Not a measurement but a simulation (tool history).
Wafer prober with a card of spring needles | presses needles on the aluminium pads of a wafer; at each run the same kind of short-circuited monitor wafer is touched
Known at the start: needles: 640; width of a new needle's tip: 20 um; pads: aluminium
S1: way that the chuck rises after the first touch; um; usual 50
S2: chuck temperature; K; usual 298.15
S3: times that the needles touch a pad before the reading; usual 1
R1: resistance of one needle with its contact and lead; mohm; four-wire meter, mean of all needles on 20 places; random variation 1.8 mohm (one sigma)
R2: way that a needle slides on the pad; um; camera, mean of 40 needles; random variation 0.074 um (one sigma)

run 1 hour=0.0 | S1=50 S2=298.15 S3=1 | R1=183 R2=9.44
-- hour=3.5 tips cleaned on abrasive film
-- hour=8.4 tips cleaned on abrasive film
run 2 hour=10.3 | S1=50 S2=298.15 S3=1 | R1=183 R2=9.18
-- hour=13.2 tips cleaned on abrasive film
-- hour=17.7 tips cleaned on abrasive film
run 3 hour=19.0 | S1=50 S2=346.15 S3=1 | R1=192 R2=9.42
-- hour=22.2 tips cleaned on abrasive film
-- hour=26.8 tips cleaned on abrasive film
-- hour=30.8 tips cleaned on abrasive film
run 4 hour=31.0 | S1=50 S2=346.15 S3=1 | R1=194 R2=9.34
-- hour=35.6 tips cleaned on abrasive film
-- hour=39.9 tips cleaned on abrasive film
run 5 hour=40.6 | S1=50 S2=357.15 S3=1 | R1=198 R2=9.28
-- hour=44.0 tips cleaned on abrasive film
-- hour=45.2 height of the first contact set anew
-- hour=48.4 tips cleaned on abrasive film
-- hour=53.1 tips cleaned on abrasive film
run 6 hour=53.4 | S1=50 S2=298.15 S3=1 | R1=184 R2=9.34
-- hour=58.0 tips cleaned on abrasive film
-- hour=62.7 tips cleaned on abrasive film
run 7 hour=62.7 | S1=50 S2=328.15 S3=1 | R1=192 R2=9.32
-- hour=67.7 tips cleaned on abrasive film
-- hour=72.4 tips cleaned on abrasive film
run 8 hour=75.8 | S1=50 S2=328.15 S3=1 | R1=191 R2=9.32
-- hour=76.9 tips cleaned on abrasive film
-- hour=81.4 tips cleaned on abrasive film
-- hour=85.5 tips cleaned on abrasive film
run 9 hour=88.0 | S1=50 S2=298.15 S3=1 | R1=188 R2=9.21
-- hour=90.0 tips cleaned on abrasive film
-- hour=94.6 tips cleaned on abrasive film
-- hour=99.4 tips cleaned on abrasive film
run 10 hour=102.5 | S1=50 S2=298.15 S3=1 | R1=185 R2=9.30
-- hour=104.1 tips cleaned on abrasive film
-- hour=108.7 tips cleaned on abrasive film
-- hour=113.6 tips cleaned on abrasive film
run 11 hour=115.3 | S1=34 S2=298.15 S3=1 | R1=197 R2=6.35
-- hour=118.1 tips cleaned on abrasive film
-- hour=123.0 tips cleaned on abrasive film
run 12 hour=123.0 | S1=50 S2=334.15 S3=1 | R1=190 R2=9.23
-- hour=127.6 tips cleaned on abrasive film
run 13 hour=129.0 | S1=50 S2=298.15 S3=1 | R1=182 R2=9.30
-- hour=131.8 tips cleaned on abrasive film
-- hour=136.1 tips cleaned on abrasive film
-- hour=140.7 tips cleaned on abrasive film
run 14 hour=143.9 | S1=50 S2=298.15 S3=1 | R1=186 R2=9.33
-- hour=144.9 tips cleaned on abrasive film
-- hour=149.4 tips cleaned on abrasive film
-- hour=154.1 tips cleaned on abrasive film
run 15 hour=157.8 | S1=50 S2=298.15 S3=1 | R1=183 R2=9.41
-- hour=158.8 tips cleaned on abrasive film
-- hour=163.1 tips cleaned on abrasive film
run 16 hour=164.4 | S1=50 S2=298.15 S3=1 | R1=179 R2=9.36
-- hour=167.5 tips cleaned on abrasive film
-- hour=172.3 tips cleaned on abrasive film
run 17 hour=175.6 | S1=30 S2=367.15 S3=1 | R1=217 R2=5.60
-- hour=176.3 tips cleaned on abrasive film
-- hour=181.1 tips cleaned on abrasive film
-- hour=186.1 tips cleaned on abrasive film
run 18 hour=189.5 | S1=31 S2=355.15 S3=2 | R1=213 R2=5.81
-- hour=190.6 tips cleaned on abrasive film
-- hour=195.0 tips cleaned on abrasive film
-- hour=199.5 tips cleaned on abrasive film
run 19 hour=203.2 | S1=66 S2=298.15 S3=1 | R1=179 R2=12.31
-- hour=204.1 tips cleaned on abrasive film
-- hour=208.7 tips cleaned on abrasive film
-- hour=213.1 tips cleaned on abrasive film
-- hour=217.3 tips cleaned on abrasive film
run 20 hour=217.3 | S1=57 S2=347.15 S3=1 | R1=193 R2=10.51
-- hour=222.0 tips cleaned on abrasive film
-- hour=226.5 tips cleaned on abrasive film
run 21 hour=227.3 | S1=57 S2=347.15 S3=1 | R1=190 R2=10.62

Run 22 comes next. What will it give?
-- hour=230.9 tips cleaned on abrasive film
run 22 hour=234.0 | S1=57 S2=347.15 S3=1 | R1=? R2=?

R1: 191 mohm
R2: 10.67 um
Without the tool's hidden state the same run would have given R1 191 mohm, R2 10.67 um.
